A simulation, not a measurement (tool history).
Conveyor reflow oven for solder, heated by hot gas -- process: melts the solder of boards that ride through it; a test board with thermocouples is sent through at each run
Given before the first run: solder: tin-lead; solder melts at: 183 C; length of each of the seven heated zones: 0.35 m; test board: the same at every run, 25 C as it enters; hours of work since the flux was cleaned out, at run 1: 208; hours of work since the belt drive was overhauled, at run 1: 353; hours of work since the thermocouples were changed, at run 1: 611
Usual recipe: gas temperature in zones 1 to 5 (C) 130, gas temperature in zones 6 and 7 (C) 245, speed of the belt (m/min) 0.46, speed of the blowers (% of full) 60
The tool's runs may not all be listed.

run	day	gas temperature in zones 1 to 5 (C)	gas temperature in zones 6 and 7 (C)	speed of the belt (m/min)	speed of the blowers (% of full)	hours of work since the flux was cleaned out	hours of work since the belt drive was overhauled	hours of work since the thermocouples were changed	highest temperature of the board (C)	time above the solder's melting point (s)
1	0	130	245	0.46	60	208	353	611	218	63.6
2	0.296	130	245	0.46	60	212	358	615	217.9	64.2
3	0.638	130	245	0.46	68	217	363	620	221.3	67.9
4	1.008	130	245	0.46	68	223	369	626	221.4	67.7
5	1.333	130	245	0.46	60	228	374	631	217.2	64
6	1.625	137	245	0.46	60	233	378	635	219.2	68.7
7	2.108	130	257	0.46	60	240	385	643	227	72.6
8	2.6	130	257	0.46	60	247	393	650	226.8	73
9	3.208	130	245	0.46	60	257	402	660	217.4	64
10	3.712	130	245	0.46	60	264	410	667	217.3	63.7
11	4.288	130	245	0.38	60	273	418	676	225	86.8
12	4.542	130	245	0.46	60	277	422	680	216.9	63.4
13	5.104	130	245	0.46	60	285	431	688	217.2	63.1
14	5.404	130	245	0.46	60	290	435	693	216.9	63.3
15	5.762	130	245	0.46	60	295	441	698	217.4	63.1
16	6.125	130	244	0.417	60	301	446	704	220.7	74.2
17	6.633	130	252	0.46	61	309	454	712	223.4	69.4
18	7.121	130	245	0.487	83	316	462	719	224.3	67.1
19	7.492	144	247	0.432	80	322	467	725	231.5	87.4
20	7.754	130	245	0.46	82	326	471	729	225.4	72.3
21	8.329	130	245	0.46	82	334	480	737	226.1	72.4
22	8.95	130	237	0.505	60	344	489	747	206.5	45.6
23	9.554	130	237	0.505	60	353	499	756	206.4	45.5
24	9.912	122	237	0.526	60	359	504	762	202.3	35.9
25	10.288	115	241	0.425	55	364	510	767	210.8	55.8
26	10.579	130	235	0.46	75	369	514	772	215.1	62.2
27	10.842	130	235	0.46	75	373	518	776	214.9	62.3
28	11.138	130	234	0.46	75	377	523	780	213.7	61.1
29	11.404	126	245	0.444	60	381	527	784	217.1	64.9
30	12.008	139	251	0.444	81	390	536	793	232.9	83.9

For some of the steps in highest temperature of the board (C) from one run to the next: how much would appear even if the tool had no hidden state, given the settings, what came in and random variation, and how much remains for the hidden state plus any gauge scatter that the measured result and the result without hidden state don't share?
The hidden state here: heat that the gas passes to the board, % of a clean oven's; belt's true speed, % of the reading; true gas temperature in zones 6 and 7 over the reading, C; drift of the gauge itself on peak_c, C; drift of the gauge itself on liquid_s, %.
Run 8 -> 9: gas temperature in zones 6 and 7 (C) 257 -> 245. highest temperature of the board (C) -9.4: hidden state +0.1, all else -9.5.
Run 17 -> 18: gas temperature in zones 6 and 7 (C) 252 -> 245, speed of the belt (m/min) 0.46 -> 0.487, speed of the blowers (% of full) 61 -> 83. highest temperature of the board (C) +0.9: hidden state -0.4, all else +1.3.
Run 18 -> 19: gas temperature in zones 1 to 5 (C) 130 -> 144, gas temperature in zones 6 and 7 (C) 245 -> 247, speed of the belt (m/min) 0.487 -> 0.432, speed of the blowers (% of full) 83 -> 80. highest temperature of the board (C) +7.2: hidden state +0.6, all else +6.6.
Run 19 -> 20: gas temperature in zones 1 to 5 (C) 144 -> 130, gas temperature in zones 6 and 7 (C) 247 -> 245, speed of the belt (m/min) 0.432 -> 0.46, speed of the blowers (% of full) 80 -> 82. highest temperature of the board (C) -6.1: hidden state -0.5, all else -5.6.
Run 21 -> 22: gas temperature in zones 6 and 7 (C) 245 -> 237, speed of the belt (m/min) 0.46 -> 0.505, speed of the blowers (% of full) 82 -> 60. highest temperature of the board (C) -19.6: hidden state +0.1, all else -19.7.
Run 29 -> 30: gas temperature in zones 1 to 5 (C) 126 -> 139, gas temperature in zones 6 and 7 (C) 245 -> 251, speed of the blowers (% of full) 60 -> 81. highest temperature of the board (C) +15.8: hidden state -0.1, all else +15.9.

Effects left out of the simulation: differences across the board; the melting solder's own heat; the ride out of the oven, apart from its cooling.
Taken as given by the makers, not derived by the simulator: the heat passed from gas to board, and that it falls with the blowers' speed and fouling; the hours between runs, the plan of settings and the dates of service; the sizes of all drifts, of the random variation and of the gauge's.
